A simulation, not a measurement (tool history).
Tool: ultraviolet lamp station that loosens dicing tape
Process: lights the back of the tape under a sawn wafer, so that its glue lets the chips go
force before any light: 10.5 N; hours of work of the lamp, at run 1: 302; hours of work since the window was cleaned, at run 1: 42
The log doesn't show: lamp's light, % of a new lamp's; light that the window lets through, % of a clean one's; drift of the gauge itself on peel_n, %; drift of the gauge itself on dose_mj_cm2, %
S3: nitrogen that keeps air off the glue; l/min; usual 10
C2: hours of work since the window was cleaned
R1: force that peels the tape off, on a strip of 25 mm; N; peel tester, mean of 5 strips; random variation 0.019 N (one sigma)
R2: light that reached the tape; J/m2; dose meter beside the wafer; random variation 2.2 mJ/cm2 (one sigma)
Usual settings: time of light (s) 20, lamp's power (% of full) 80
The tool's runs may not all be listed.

{"run": 1, "day": 0.0, "time of light (s)": 20, "lamp's power (% of full)": 80, "S3": 10, "hours of work of the lamp": 302, "C2": 42, "R1": 1.27, "R2": 1750}
{"run": 2, "day": 0.562, "time of light (s)": 20, "lamp's power (% of full)": 80, "S3": 10, "hours of work of the lamp": 310, "C2": 50, "R1": 1.265, "R2": 1710}
{"run": 3, "day": 1.25, "time of light (s)": 20, "lamp's power (% of full)": 68, "S3": 10, "hours of work of the lamp": 319, "C2": 59, "R1": 1.759, "R2": 1450}
{"run": 4, "day": 1.858, "time of light (s)": 20, "lamp's power (% of full)": 68, "S3": 10, "hours of work of the lamp": 327, "C2": 67, "R1": 1.79, "R2": 1450}
{"run": 5, "day": 3.179, "time of light (s)": 20, "lamp's power (% of full)": 68, "S3": 10, "hours of work of the lamp": 345, "C2": 85, "R1": 1.732, "R2": 1430}
{"run": 6, "day": 4.212, "time of light (s)": 14, "lamp's power (% of full)": 80, "S3": 10, "hours of work of the lamp": 359, "C2": 98, "R1": 2.555, "R2": 1170}
{"run": 7, "day": 5.358, "time of light (s)": 28, "lamp's power (% of full)": 80, "S3": 10, "hours of work of the lamp": 374, "C2": 114, "R1": 0.659, "R2": 2300}
{"run": 8, "day": 6.671, "time of light (s)": 15, "lamp's power (% of full)": 80, "S3": 10, "hours of work of the lamp": 391, "C2": 131, "R1": 2.294, "R2": 1210}
{"run": 9, "day": 7.775, "time of light (s)": 15, "lamp's power (% of full)": 80, "S3": 10, "hours of work of the lamp": 406, "C2": 146, "R1": 2.284, "R2": 1230}
{"run": 10, "day": 8.954, "time of light (s)": 20, "lamp's power (% of full)": 80, "S3": 10, "hours of work of the lamp": 422, "C2": 162, "R1": 1.489, "R2": 1570}
{"run": 11, "day": 10.229, "time of light (s)": 20, "lamp's power (% of full)": 80, "S3": 4, "hours of work of the lamp": 439, "C2": 179, "R1": 2.682, "R2": 1580}
{"run": 12, "day": 11.133, "time of light (s)": 20, "lamp's power (% of full)": 80, "S3": 4, "hours of work of the lamp": 451, "C2": 191, "R1": 2.732, "R2": 1590}
{"run": 13, "day": 11.883, "time of light (s)": 20, "lamp's power (% of full)": 80, "S3": 4, "hours of work of the lamp": 461, "C2": 201, "R1": 2.814, "R2": 1600}
{"run": 14, "day": 12.542, "time of light (s)": 19, "lamp's power (% of full)": 83, "S3": 6, "hours of work of the lamp": 470, "C2": 210, "R1": 2.283, "R2": 1520}
{"run": 15, "day": 13.412, "time of light (s)": 19, "lamp's power (% of full)": 83, "S3": 6, "hours of work of the lamp": 482, "C2": 221, "R1": 2.245, "R2": 1520}
{"run": 16, "day": 14.688, "time of light (s)": 19, "lamp's power (% of full)": 83, "S3": 6, "hours of work of the lamp": 499, "C2": 238, "R1": 2.342, "R2": 1500}
{"run": 17, "day": 15.892, "time of light (s)": 18, "lamp's power (% of full)": 94, "S3": 6, "hours of work of the lamp": 515, "C2": 255, "R1": 2.124, "R2": 1600}
{"run": 18, "day": 16.571, "time of light (s)": 32, "lamp's power (% of full)": 78, "S3": 14, "hours of work of the lamp": 524, "C2": 264, "R1": 0.428, "R2": 2310}
{"run": 19, "day": 17.325, "time of light (s)": 32, "lamp's power (% of full)": 67, "S3": 5, "hours of work of the lamp": 534, "C2": 274, "R1": 1.687, "R2": 1970}
{"run": 20, "day": 17.9, "time of light (s)": 13, "lamp's power (% of full)": 67, "S3": 5, "hours of work of the lamp": 542, "C2": 281, "R1": 5.098, "R2": 820}
{"run": 21, "day": 19.075, "time of light (s)": 20, "lamp's power (% of full)": 74, "S3": 10, "hours of work of the lamp": 557, "C2": 297, "R1": 1.934, "R2": 1360}
{"run": 22, "day": 20.192, "time of light (s)": 20, "lamp's power (% of full)": 74, "S3": 4, "hours of work of the lamp": 572, "C2": 312, "R1": 3.34, "R2": 1330}
{"run": 23, "day": 20.85, "time of light (s)": 28, "lamp's power (% of full)": 76, "S3": 9, "hours of work of the lamp": 581, "C2": 321, "R1": 1.084, "R2": 1910}
{"run": 24, "day": 21.625, "time of light (s)": 28, "lamp's power (% of full)": 76, "S3": 9, "hours of work of the lamp": 591, "C2": 331, "R1": 1.113, "R2": 1910}

3 ways to go on from here, each from the tool as it stands after run 24. What would each give?
{"run": "A", "day": 22.575, "time of light (s)": 28, "lamp's power (% of full)": 95, "S3": 5, "hours of work of the lamp": 604, "C2": 344, "R1": "?", "R2": "?"}
{"run": "B", "day": 22.575, "time of light (s)": 28, "lamp's power (% of full)": 84, "S3": 9, "hours of work of the lamp": 604, "C2": 344, "R1": "?", "R2": "?"}
{"run": "C", "day": 22.575, "time of light (s)": 38, "lamp's power (% of full)": 80, "S3": 10, "hours of work of the lamp": 604, "C2": 344, "R1": "?", "R2": "?"}

run=A R1=1.196 R2=2400
run=B R1=0.881 R2=2140
run=C R1=0.438 R2=2690
Without the tool's hidden state the same runs would have given:
run=A R1=0.549 R2=3350
run=B R1=0.379 R2=2980
run=C R1=0.192 R2=3760

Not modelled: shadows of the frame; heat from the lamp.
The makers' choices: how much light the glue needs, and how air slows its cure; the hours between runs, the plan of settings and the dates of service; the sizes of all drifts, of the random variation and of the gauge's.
